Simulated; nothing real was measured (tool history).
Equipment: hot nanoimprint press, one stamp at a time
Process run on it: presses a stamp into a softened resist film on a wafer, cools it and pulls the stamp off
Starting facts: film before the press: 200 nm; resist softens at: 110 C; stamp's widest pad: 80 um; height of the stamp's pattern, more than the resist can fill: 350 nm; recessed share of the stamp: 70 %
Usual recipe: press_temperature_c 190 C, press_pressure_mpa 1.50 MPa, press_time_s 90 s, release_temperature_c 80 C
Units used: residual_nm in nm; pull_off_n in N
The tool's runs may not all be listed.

| run | hour | press_temperature_c | press_pressure_mpa | press_time_s | release_temperature_c | residual_nm | pull_off_n |
|---|---|---|---|---|---|---|---|
| 1 | 0.0 | 190 | 1.50 | 90 | 80 | 90.6 | 191 |
|  | 34.1 | plate thermocouple calibrated |
| 2 | 53.8 | 190 | 1.50 | 90 | 80 | 84.2 | 187 |
|  | 107.1 | stamp cleaned and given a new release coat |
| 3 | 107.2 | 190 | 1.50 | 90 | 80 | 83.7 | 133 |
| 4 | 144.1 | 190 | 1.39 | 90 | 80 | 88.3 | 136 |
| 5 | 190.5 | 190 | 1.39 | 90 | 80 | 87.9 | 137 |
| 6 | 216.6 | 190 | 1.39 | 90 | 80 | 88.1 | 135 |
| 7 | 274.9 | 186 | 1.50 | 90 | 80 | 98.2 | 147 |
| 8 | 314.3 | 186 | 1.50 | 90 | 80 | 96.5 | 147 |
| 9 | 358.5 | 190 | 1.50 | 90 | 80 | 86.2 | 147 |
| 10 | 408.8 | 190 | 1.50 | 90 | 80 | 86.6 | 158 |
| 11 | 460.8 | 190 | 1.50 | 90 | 80 | 87.3 | 158 |
| 12 | 487.5 | 190 | 1.50 | 90 | 80 | 88.3 | 163 |
| 13 | 532.9 | 182 | 1.50 | 90 | 80 | 111.0 | 163 |
| 14 | 572.7 | 190 | 1.50 | 90 | 80 | 88.5 | 168 |
| 15 | 622.4 | 190 | 1.50 | 90 | 80 | 87.4 | 164 |
| 16 | 662.9 | 200 | 1.71 | 106 | 68 | 57.6 | 239 |
| 17 | 724.2 | 190 | 1.66 | 69 | 75 | 93.9 | 197 |
| 18 | 786.9 | 190 | 1.50 | 95 | 69 | 88.5 | 235 |
| 19 | 821.8 | 186 | 0.92 | 90 | 80 | 121.4 | 189 |
|  | 851.0 | stamp cleaned and given a new release coat |
| 20 | 879.8 | 193 | 1.50 | 90 | 86 | 82.2 | 113 |
| 21 | 907.1 | 194 | 2.27 | 90 | 86 | 66.5 | 116 |
|  | 949.7 | press's hydraulic seals changed and the load cell set to zero |
| 22 | 958.2 | 190 | 1.50 | 90 | 71 | 89.8 | 184 |
| 23 | 1013.3 | 190 | 1.50 | 90 | 71 | 88.5 | 181 |
| 24 | 1067.2 | 190 | 1.50 | 90 | 71 | 88.9 | 185 |
| 25 | 1122.2 | 181 | 1.16 | 160 | 84 | 108.0 | 142 |
|  | 1145.9 | plate thermocouple calibrated |
| 26 | 1184.9 | 190 | 1.50 | 90 | 77 | 85.4 | 166 |
| 27 | 1236.9 | 190 | 1.47 | 170 | 78 | 66.6 | 169 |
| 28 | 1293.7 | 189 | 1.09 | 76 | 76 | 106.8 | 183 |
| 29 | 1331.1 | 189 | 1.09 | 76 | 76 | 108.3 | 186 |

Had the tool no unlogged condition, and each run kept its random variation, what would the results have been?
What the log doesn't record here: true temperature over the reading, C; pressure that arrives at the usual setting, %; grip of the stamp's worn release coat, % over a new coat's; drift of the gauge itself on residual_nm, %; drift of the gauge itself on pull_off_n, %.
| run | residual_nm | pull_off_n |
|---|---|---|
| 1 | 84.6 | 136 |
| 2 | 84.3 | 139 |
| 3 | 83.5 | 133 |
| 4 | 87.8 | 133 |
| 5 | 87.1 | 131 |
| 6 | 87.2 | 127 |
| 7 | 96.6 | 135 |
| 8 | 94.6 | 132 |
| 9 | 84.2 | 129 |
| 10 | 84.2 | 136 |
| 11 | 84.6 | 132 |
| 12 | 85.3 | 134 |
| 13 | 107.1 | 131 |
| 14 | 84.9 | 133 |
| 15 | 83.5 | 126 |
| 16 | 54.7 | 182 |
| 17 | 88.9 | 146 |
| 18 | 83.3 | 169 |
| 19 | 115.8 | 133 |
| 20 | 76.8 | 106 |
| 21 | 61.0 | 106 |
| 22 | 85.1 | 169 |
| 23 | 83.4 | 162 |
| 24 | 83.3 | 160 |
| 25 | 100.9 | 118 |
| 26 | 83.8 | 141 |
| 27 | 65.0 | 140 |
| 28 | 104.4 | 148 |
| 29 | 105.5 | 148 |
